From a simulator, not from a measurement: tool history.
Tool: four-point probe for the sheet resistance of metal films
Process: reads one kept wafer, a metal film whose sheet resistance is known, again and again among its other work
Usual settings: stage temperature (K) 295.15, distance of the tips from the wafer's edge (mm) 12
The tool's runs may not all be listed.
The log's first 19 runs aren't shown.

run,hour,stage temperature (K),distance of the tips from the wafer's edge (mm),touches since the probe head was changed,hours of work since the stage's thermometer was calibrated,sheet resistance as the instrument gives it (ohm/square)
20,1940.1,292.15,27,149956,264,2.757026
21,2069.8,295.15,17,156678,357,2.758026
22,2164.3,295.15,17,161581,425,2.757834
23,2274.3,295.15,17,167280,504,2.756404
24,2341.8,297.15,12,170782,553,2.761874
25,2438.2,295.15,14,175779,622,2.759614
26,2555.0,299.15,39,181836,706,2.744269
27,2682.2,292.15,72,188431,798,2.748871
28,2741.0,302.15,4,191479,840,2.879257
# hour 2812.1: new probe head fitted
29,2812.1,302.15,4,0,891,2.895709
30,2892.2,307.15,5,4150,949,2.841861
31,2965.7,293.15,17,7962,1002,2.771388
32,3054.7,299.15,44,12578,1066,2.757127
33,3122.6,299.15,44,16094,1114,2.757113

3 ways to go on from here, each from the tool as it stands after run 33. What would each give?
A,3189.9,292.15,26,19585,1163,?
B,3189.9,295.15,4,19585,1163,?
C,3189.9,293.15,16,19585,1163,?

run,sheet resistance as the instrument gives it (ohm/square)
A,2.766146
B,2.901946
C,2.770324
Without the tool's hidden state the same runs would have given:
run,sheet resistance as the instrument gives it (ohm/square)
A,2.767823
B,2.903687
C,2.771997
